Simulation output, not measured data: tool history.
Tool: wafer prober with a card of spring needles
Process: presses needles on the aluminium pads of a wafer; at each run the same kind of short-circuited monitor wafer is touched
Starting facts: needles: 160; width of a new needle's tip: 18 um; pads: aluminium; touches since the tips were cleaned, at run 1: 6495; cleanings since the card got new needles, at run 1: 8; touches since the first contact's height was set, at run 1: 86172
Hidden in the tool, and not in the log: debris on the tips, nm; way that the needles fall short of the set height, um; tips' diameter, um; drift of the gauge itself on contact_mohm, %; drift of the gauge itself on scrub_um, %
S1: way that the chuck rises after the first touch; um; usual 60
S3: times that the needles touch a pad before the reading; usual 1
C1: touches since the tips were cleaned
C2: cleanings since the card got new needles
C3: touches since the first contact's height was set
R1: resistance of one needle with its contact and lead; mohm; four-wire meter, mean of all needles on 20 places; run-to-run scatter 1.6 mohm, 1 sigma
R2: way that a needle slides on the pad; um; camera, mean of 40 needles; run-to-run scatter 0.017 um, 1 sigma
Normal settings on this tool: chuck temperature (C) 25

Run 1, hour 0.0: usual settings; C1 6495; C2 8; C3 86172. Result: R1 157 mohm, R2 9.16 um.
At hour 7.1: tips cleaned on abrasive film.
Run 2, hour 9.4: usual settings; C1 727; C2 9; C3 89042. Result: R1 158 mohm, R2 9.20 um.
Run 3, hour 19.5: usual settings; C1 3822; C2 9; C3 92137. Result: R1 158 mohm, R2 9.20 um.
Run 4, hour 27.1: usual settings but chuck temperature (C) 99; C1 6162; C2 9; C3 94477. Result: R1 169 mohm, R2 9.19 um.
Run 5, hour 32.6: usual settings but S1 74 um; C1 7853; C2 9; C3 96168. Result: R1 155 mohm, R2 11.39 um.
At hour 35.0: tips cleaned on abrasive film.
Run 6, hour 38.0: usual settings but S1 74 um; C1 920; C2 10; C3 97813. Result: R1 156 mohm, R2 11.33 um.
Run 7, hour 44.8: usual settings but chuck temperature (C) 61; C1 3001; C2 10; C3 99894. Result: R1 166 mohm, R2 9.20 um.
Run 8, hour 51.7: usual settings but chuck temperature (C) 61; C1 5133; C2 10; C3 102026. Result: R1 164 mohm, R2 9.23 um.
Run 9, hour 58.8: usual settings but S1 57 um; C1 7326; C2 10; C3 104219. Result: R1 158 mohm, R2 8.78 um.
At hour 63.4: tips cleaned on abrasive film.
Run 10, hour 64.9: usual settings but S1 57 um; C1 463; C2 11; C3 106060. Result: R1 157 mohm, R2 8.77 um.
Run 11, hour 75.0: usual settings but S1 57 um; C1 3573; C2 11; C3 109170. Result: R1 159 mohm, R2 8.79 um.
Run 12, hour 83.9: usual settings but chuck temperature (C) 124; C1 6313; C2 11; C3 111910. Result: R1 178 mohm, R2 9.28 um.
At hour 91.7: tips cleaned on abrasive film.
Run 13, hour 92.9: usual settings but chuck temperature (C) 124; C1 367; C2 12; C3 114636. Result: R1 176 mohm, R2 9.31 um.
Run 14, hour 99.0: usual settings but S3 2; C1 2255; C2 12; C3 116524. Result: R1 156 mohm, R2 9.29 um.
Run 15, hour 104.9: usual settings but chuck temperature (C) 91; C1 4070; C2 12; C3 118339. Result: R1 170 mohm, R2 9.29 um.
Run 16, hour 113.2: usual settings but chuck temperature (C) 91; C1 6634; C2 12; C3 120903. Result: R1 168 mohm, R2 9.32 um.
At hour 120.0: tips cleaned on abrasive film.
Run 17, hour 122.2: usual settings; C1 665; C2 13; C3 123617. Result: R1 159 mohm, R2 9.32 um.
Run 18, hour 133.2: usual settings but chuck temperature (C) 62; C1 4079; C2 13; C3 127031. Result: R1 162 mohm, R2 9.35 um.
Run 19, hour 142.3: usual settings but chuck temperature (C) 62; C1 6871; C2 13; C3 129823. Result: R1 166 mohm, R2 9.33 um.
At hour 148.8: tips cleaned on abrasive film.
Run 20, hour 149.5: usual settings but S1 56 um, chuck temperature (C) 35; C1 209; C2 14; C3 132014. Result: R1 162 mohm, R2 8.74 um.
Run 21, hour 160.1: usual settings but S1 56 um, chuck temperature (C) 35; C1 3478; C2 14; C3 135283. Result: R1 162 mohm, R2 8.75 um.
Run 22, hour 166.6: usual settings but S1 70 um, S3 2; C1 5476; C2 14; C3 137281. Result: R1 156 mohm, R2 10.93 um.

Expected results for the next run?
Run 23, hour 174.3: usual settings but S1 69 um; C1 7840; C2 14; C3 139645. Result: R1 ?, R2 ?.

{"run 23": {"R1": 163, "R2": 10.81}}
With the hidden condition absent and the run-to-run variation left alone, this run would have shown R1 163 mohm, R2 10.55 um.

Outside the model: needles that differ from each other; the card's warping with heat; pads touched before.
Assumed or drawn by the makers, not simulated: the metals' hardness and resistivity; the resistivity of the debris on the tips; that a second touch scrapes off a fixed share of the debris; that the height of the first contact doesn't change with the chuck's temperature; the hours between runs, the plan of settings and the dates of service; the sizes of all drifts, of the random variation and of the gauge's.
